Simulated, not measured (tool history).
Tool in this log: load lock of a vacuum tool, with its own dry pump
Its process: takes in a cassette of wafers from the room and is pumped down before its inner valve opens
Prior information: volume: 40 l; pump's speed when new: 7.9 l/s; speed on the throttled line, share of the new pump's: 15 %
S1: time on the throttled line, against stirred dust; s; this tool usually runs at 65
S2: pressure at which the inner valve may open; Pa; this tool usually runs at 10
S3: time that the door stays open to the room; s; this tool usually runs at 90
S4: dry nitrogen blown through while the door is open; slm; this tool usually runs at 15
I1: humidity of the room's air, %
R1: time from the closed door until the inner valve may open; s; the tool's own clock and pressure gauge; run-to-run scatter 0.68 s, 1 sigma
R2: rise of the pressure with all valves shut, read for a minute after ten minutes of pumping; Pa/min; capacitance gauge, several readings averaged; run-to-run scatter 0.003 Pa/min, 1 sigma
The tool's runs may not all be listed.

run 1 hour=0.0 | S1=65 S2=10 S3=90 S4=15 | I1=43.2 | R1=113.1 R2=0.339
run 2 hour=371.6 | S1=65 S2=10 S3=90 S4=15 | I1=42.5 | R1=114.7 R2=0.350
run 3 hour=734.9 | S1=65 S2=10 S3=90 S4=15 | I1=43.6 | R1=115.2 R2=0.371
run 4 hour=1234.3 | S1=65 S2=10 S3=90 S4=15 | I1=43.2 | R1=116.0 R2=0.388
run 5 hour=1638.0 | S1=65 S2=10 S3=90 S4=15 | I1=45.8 | R1=116.9 R2=0.405
run 6 hour=2004.0 | S1=65 S2=10 S3=90 S4=15 | I1=45.1 | R1=116.5 R2=0.419
run 7 hour=2371.6 | S1=65 S2=10 S3=90 S4=15 | I1=45.9 | R1=117.9 R2=0.442
-- hour=2493.8 dry pump taken out, an overhauled one fitted
run 8 hour=2612.0 | S1=65 S2=10 S3=90 S4=15 | I1=45.1 | R1=101.5 R2=0.449
run 9 hour=3004.3 | S1=65 S2=10 S3=90 S4=15 | I1=47.0 | R1=102.7 R2=0.458
run 10 hour=3227.2 | S1=65 S2=10 S3=90 S4=15 | I1=45.8 | R1=103.5 R2=0.470
run 11 hour=3735.8 | S1=65 S2=10 S3=90 S4=15 | I1=42.5 | R1=104.1 R2=0.492
run 12 hour=4258.1 | S1=65 S2=10 S3=90 S4=15 | I1=45.0 | R1=104.4 R2=0.525
run 13 hour=4525.4 | S1=65 S2=11 S3=128 S4=15 | I1=47.1 | R1=102.6 R2=0.556
run 14 hour=4756.6 | S1=65 S2=11 S3=128 S4=15 | I1=48.7 | R1=103.6 R2=0.552
run 15 hour=5216.5 | S1=65 S2=11 S3=128 S4=15 | I1=46.9 | R1=105.7 R2=0.579
run 16 hour=5471.5 | S1=42 S2=10 S3=90 S4=15 | I1=43.0 | R1=85.5 R2=0.570

Branching from run 16: 3 alternative next runs. What would each branch give?
run A hour=5937.3 | S1=45 S2=16 S3=52 S4=15 | I1=44.8 | R1=? R2=?
run B hour=5937.3 | S1=39 S2=10 S3=194 S4=31 | I1=42.6 | R1=? R2=?
run C hour=5937.3 | S1=78 S2=17 S3=90 S4=6 | I1=47.2 | R1=? R2=?

run=A R1=85.1 R2=0.602
run=B R1=82.3 R2=0.609
run=C R1=112.4 R2=0.616
With the hidden condition removed and each run's random variation left untouched, the same runs would have given:
run=A R1=82.7 R2=0.034
run=B R1=79.7 R2=0.044
run=C R1=110.3 R2=0.057
